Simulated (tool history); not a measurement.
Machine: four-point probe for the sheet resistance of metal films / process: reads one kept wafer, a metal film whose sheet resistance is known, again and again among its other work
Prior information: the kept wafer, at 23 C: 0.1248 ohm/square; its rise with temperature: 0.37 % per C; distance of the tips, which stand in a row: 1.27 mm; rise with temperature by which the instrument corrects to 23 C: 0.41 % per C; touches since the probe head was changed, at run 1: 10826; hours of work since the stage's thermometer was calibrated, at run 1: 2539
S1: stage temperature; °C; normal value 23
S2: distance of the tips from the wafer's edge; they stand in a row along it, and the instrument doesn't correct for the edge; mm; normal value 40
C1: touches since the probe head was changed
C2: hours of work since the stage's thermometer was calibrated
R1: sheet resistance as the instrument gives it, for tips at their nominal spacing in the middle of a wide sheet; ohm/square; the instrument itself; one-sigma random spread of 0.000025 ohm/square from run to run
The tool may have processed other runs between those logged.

| run | hour | S1 | S2 | C1 | C2 | R1 |
|---|---|---|---|---|---|---|
| 1 | 0 | 23 | 40 | 10826 | 2539 | 0.124541 |
| 2 | 14.5 | 23 | 40 | 11055 | 2547 | 0.124519 |
| 3 | 36.8 | 23 | 40 | 11404 | 2558 | 0.124582 |
| 4 | 49.7 | 23 | 40 | 11607 | 2565 | 0.124515 |
| 5 | 72.2 | 23 | 28 | 11961 | 2576 | 0.124623 |
| 6 | 92.3 | 23 | 40 | 12277 | 2587 | 0.124533 |
| 7 | 114.9 | 23 | 40 | 12631 | 2598 | 0.124517 |
| 8 | 134.6 | 35 | 40 | 12941 | 2609 | 0.123923 |
| 9 | 151.9 | 35 | 40 | 13213 | 2618 | 0.123923 |
| 10 | 176.6 | 35 | 40 | 13600 | 2630 | 0.123893 |
| 11 | 192.4 | 35 | 40 | 13848 | 2639 | 0.123847 |
| 12 | 216 | 23 | 40 | 14219 | 2651 | 0.124541 |
| 13 | 231.5 | 23 | 40 | 14462 | 2659 | 0.124552 |
| 14 | 254.7 | 23 | 40 | 14828 | 2671 | 0.124558 |
| 15 | 271.9 | 30 | 40 | 15097 | 2680 | 0.124161 |
| 16 | 288.2 | 30 | 40 | 15353 | 2688 | 0.124116 |
| 17 | 313.4 | 24 | 40 | 15750 | 2701 | 0.124467 |
| 18 | 326.8 | 24 | 40 | 15960 | 2708 | 0.124416 |
| 19 | 345.3 | 24 | 11 | 16251 | 2718 | 0.125246 |
| 20 | 366.2 | 24 | 21 | 16579 | 2729 | 0.124613 |
| 21 | 381.9 | 34 | 26 | 16826 | 2737 | 0.124022 |
| 22 | 405.2 | 34 | 26 | 17191 | 2749 | 0.124072 |
| 23 | 421.8 | 34 | 26 | 17452 | 2758 | 0.12406 |
| 24 | 434.4 | 34 | 26 | 17651 | 2764 | 0.12405 |
| 25 | 448.4 | 22 | 68 | 17870 | 2771 | 0.124488 |
| 26 | 463.4 | 22 | 68 | 18106 | 2779 | 0.124477 |
| 27 | 476.9 | 28 | 16 | 18318 | 2786 | 0.124543 |
| 28 | 494.1 | 32 | 4 | 18588 | 2795 | 0.130341 |
| 29 | 508.7 | 31 | 31 | 18817 | 2803 | 0.124114 |
| 30 | 530.2 | 34 | 29 | 19155 | 2814 | 0.123979 |
|  | 540 | stage's thermometer calibrated |
| 31 | 555.2 | 34 | 29 | 19540 | 8 | 0.124447 |
| 32 | 580.4 | 18 | 24 | 19936 | 21 | 0.125343 |
| 33 | 601.8 | 22 | 51 | 20272 | 32 | 0.124943 |
| 34 | 628.3 | 18 | 62 | 20689 | 46 | 0.125178 |

Below, some changes in R1 between adjacent runs. For each, the amount present without the hidden state too (settings, incoming material, random variation) and the amount remaining for the hidden state with gauge scatter not shared by both compared results:
What the log doesn't record here: inner tips' distance over the nominal, %; tips' flats over new ones', %; wafer's true temperature over the reading, C; drift of the gauge itself on sheet_ohm, %.
Run 11 -> 12: S1 35 -> 23. R1 +0.000694 ohm/square: hidden state -0.000023, all else +0.000717.
Run 24 -> 25: S1 34 -> 22, S2 26 -> 68. R1 +0.000438 ohm/square: hidden state -0.000023, all else +0.000461.
Run 27 -> 28: S1 28 -> 32, S2 16 -> 4. R1 +0.005798 ohm/square: hidden state -0.000014, all else +0.005812.
Run 28 -> 29: S1 32 -> 31, S2 4 -> 31. R1 -0.006227 ohm/square: hidden state +0.000016, all else -0.006243.
Run 30 -> 31: stage's thermometer calibrated. R1 +0.000468 ohm/square: hidden state +0.000461, all else +0.000007.
Run 31 -> 32: S1 34 -> 18, S2 29 -> 24. R1 +0.000896 ohm/square: hidden state -0.000001, all else +0.000897.
